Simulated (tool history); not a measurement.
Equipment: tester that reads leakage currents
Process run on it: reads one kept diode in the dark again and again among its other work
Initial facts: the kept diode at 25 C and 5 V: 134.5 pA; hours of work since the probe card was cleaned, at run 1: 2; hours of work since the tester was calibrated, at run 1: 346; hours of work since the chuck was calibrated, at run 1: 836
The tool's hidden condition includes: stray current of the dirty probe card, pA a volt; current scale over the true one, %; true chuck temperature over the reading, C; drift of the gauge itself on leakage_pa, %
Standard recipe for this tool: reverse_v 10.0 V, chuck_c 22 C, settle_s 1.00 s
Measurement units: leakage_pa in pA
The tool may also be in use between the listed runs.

run	day	reverse_v	chuck_c	settle_s	hours of work since the probe card was cleaned	hours of work since the tester was calibrated	hours of work since the chuck was calibrated	leakage_pa
1	0.000	10.0	22	1.00	2	346	836	143.77
2	1.188	10.0	22	1.00	22	365	855	144.21
3	3.738	10.0	22	1.00	63	407	897	146.50
4	5.333	10.0	22	1.00	89	433	923	147.13
5	7.888	10.0	22	0.31	131	474	964	156.83
6	10.612	10.0	22	0.31	175	519	1009	158.54
7	12.579	10.0	30	1.00	207	551	1041	299.57
8	14.542	10.0	24	1.00	239	582	1073	180.77
9	16.158	10.0	24	1.00	265	609	1099	181.43
10	18.888	10.0	24	1.00	310	653	1143	182.40
11	20.350	10.0	24	1.00	334	677	1167	184.85
12	22.125	10.0	24	3.04	362	706	1196	182.27
13	23.329	10.0	24	3.04	382	725	1216	183.12
14	25.175	10.0	22	1.00	412	756	1246	158.63
# day 25.475: probe card cleaned and baked
15	26.575	10.0	22	1.00	18	776	1267	163.47
16	28.404	10.0	22	1.00	48	806	1296	164.17
17	30.092	10.0	22	1.00	75	834	1324	165.18
18	32.121	1.3	22	1.00	108	867	1357	73.14
19	34.383	1.3	22	1.00	145	903	1394	73.26
20	35.742	1.3	22	1.00	167	926	1416	73.31
# day 38.004: probe card cleaned and baked, once more
21	38.004	1.3	22	1.00	0	960	1451	71.24
22	40.708	1.3	22	1.00	44	1004	1495	71.49
23	41.838	17.8	31	0.33	62	1023	1513	427.10
24	43.238	4.5	37	4.44	85	1045	1536	410.22
25	45.196	4.5	37	4.44	117	1077	1568	409.01
26	47.288	1.6	34	0.35	151	1111	1602	223.25
27	50.012	1.6	34	4.54	195	1156	1646	221.83
28	51.692	1.6	34	4.54	223	1183	1673	222.77
29	54.158	13.6	24	6.84	263	1223	1713	208.57
30	55.804	10.1	36	6.84	290	1250	1740	512.96
31	57.183	4.0	22	1.00	312	1272	1763	112.08
32	59.462	11.6	22	1.00	349	1310	1800	171.92
33	62.108	11.6	56	4.94	392	1353	1843	2577.72
34	64.433	11.6	45	1.44	430	1390	1881	1123.82
35	67.146	5.3	40	4.09	474	1435	1925	571.60
36	69.217	5.3	40	4.09	508	1468	1959	573.96
37	71.150	5.3	24	1.40	539	1500	1990	153.65
38	73.821	5.3	24	1.40	583	1543	2033	154.18

For some of the steps in leakage_pa from one run to the next: how much would appear even if the tool had no hidden state, given the settings, what came in and random variation, and how much remains for the hidden state plus any gauge scatter that the measured result and the result without hidden state don't share?
Run 32 -> 33: chuck_c 22 -> 56, settle_s 1.00 -> 4.94. leakage_pa +2405.80 pA: hidden state +244.50, all else +2161.30.
Run 33 -> 34: chuck_c 56 -> 45, settle_s 4.94 -> 1.44. leakage_pa -1453.90 pA: hidden state -137.84, all else -1316.06.
Run 34 -> 35: reverse_v 11.6 -> 5.3, chuck_c 45 -> 40, settle_s 1.44 -> 4.09. leakage_pa -552.22 pA: hidden state -63.37, all else -488.85.

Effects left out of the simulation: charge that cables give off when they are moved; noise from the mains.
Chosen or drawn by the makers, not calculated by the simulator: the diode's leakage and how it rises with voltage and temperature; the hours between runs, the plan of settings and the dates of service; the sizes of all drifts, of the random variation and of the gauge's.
